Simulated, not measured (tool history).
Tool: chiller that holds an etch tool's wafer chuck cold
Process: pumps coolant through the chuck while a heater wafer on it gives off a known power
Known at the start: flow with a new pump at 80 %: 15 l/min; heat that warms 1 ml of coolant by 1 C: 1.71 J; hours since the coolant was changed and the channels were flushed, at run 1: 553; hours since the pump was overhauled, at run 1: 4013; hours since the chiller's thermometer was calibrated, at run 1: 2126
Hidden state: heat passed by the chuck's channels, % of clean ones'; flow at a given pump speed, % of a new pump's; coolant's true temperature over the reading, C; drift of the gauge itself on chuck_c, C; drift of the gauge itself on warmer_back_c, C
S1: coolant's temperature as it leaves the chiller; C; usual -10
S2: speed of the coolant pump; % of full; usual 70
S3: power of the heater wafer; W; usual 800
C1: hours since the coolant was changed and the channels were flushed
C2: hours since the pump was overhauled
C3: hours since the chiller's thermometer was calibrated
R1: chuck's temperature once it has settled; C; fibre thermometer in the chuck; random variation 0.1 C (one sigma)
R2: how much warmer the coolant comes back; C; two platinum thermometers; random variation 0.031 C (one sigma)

run	day	S1	S2	S3	C1	C2	C3	R1	R2
1	0.000	-10	70	800	553	4013	2126	0.5	2.40
2	3.521	0	70	800	638	4098	2210	10.7	2.40
3	5.242	-10	70	891	679	4139	2252	1.7	2.64
4	8.204	-10	75	891	750	4210	2323	1.1	2.46
5	10.542	-10	70	800	806	4266	2379	0.5	2.45
6	12.708	-10	70	800	858	4318	2431	0.6	2.41
7	16.412	-10	70	800	947	4407	2520	0.6	2.41
8	20.512	-10	70	800	1046	4506	2618	0.6	2.42
9	22.938	-10	70	714	1104	4564	2676	-0.6	2.15
10	24.929	-10	70	714	1152	4612	2724	-0.6	2.15
11	28.683	-10	70	800	1242	4702	2814	0.6	2.41
12	32.742	-10	70	800	1339	4799	2912	0.7	2.45
13	36.888	-10	70	800	1439	4899	3011	0.7	2.46
14	40.600	-10	98	800	1528	4988	3100	-1.4	1.69
15	43.904	-10	70	1015	1607	5067	3180	3.7	3.15
16	46.967	-10	70	1015	1681	5140	3253	3.7	3.07
17	49.292	-10	86	691	1736	5196	3309	-1.9	1.63
18	51.521	-10	86	691	1790	5250	3362	-1.9	1.69
19	53.925	-10	70	691	1848	5307	3420	-0.5	2.10
20	56.900	-10	70	691	1919	5379	3491	-0.6	2.08
21	60.417	-10	70	691	2003	5463	3576	-0.5	2.13
22	62.512	-10	81	915	2054	5514	3626	1.3	2.39
23	64.650	-12	70	800	2105	5565	3677	-0.9	2.49
# day 65.188: coolant pump overhauled
24	68.529	-17	68	628	2193	80	3766	-8.0	2.19
25	72.488	-17	68	628	2288	175	3861	-7.7	2.22
26	75.317	-6	68	1087	2356	243	3928	10.1	3.78
27	79.129	-13	64	800	2447	335	4020	-0.5	2.99
28	81.208	-15	73	574	2497	384	4070	-7.0	1.80
# day 83.579: coolant pump overhauled, once more
29	84.004	-10	70	1113	2559	10	4132	4.6	3.10
30	87.196	-10	70	1113	2636	87	4209	4.5	3.10
31	89.746	-10	70	1113	2697	148	4270	4.6	3.06
32	91.671	-10	70	1113	2744	194	4316	4.6	3.04

3 ways to go on from here, each from the tool as it stands after run 32. What would each give?
A	94.604	-15	92	556	2814	265	4386	?	?
B	94.604	-16	97	657	2814	265	4386	?	?
C	94.604	-6	62	439	2814	265	4386	?	?

run	R1	R2
A	-9.1	1.09
B	-9.4	1.26
C	0.0	1.39
Without the tool's hidden state the same runs would have given:
run	R1	R2
A	-9.5	1.09
B	-9.9	1.25
C	-0.4	1.39
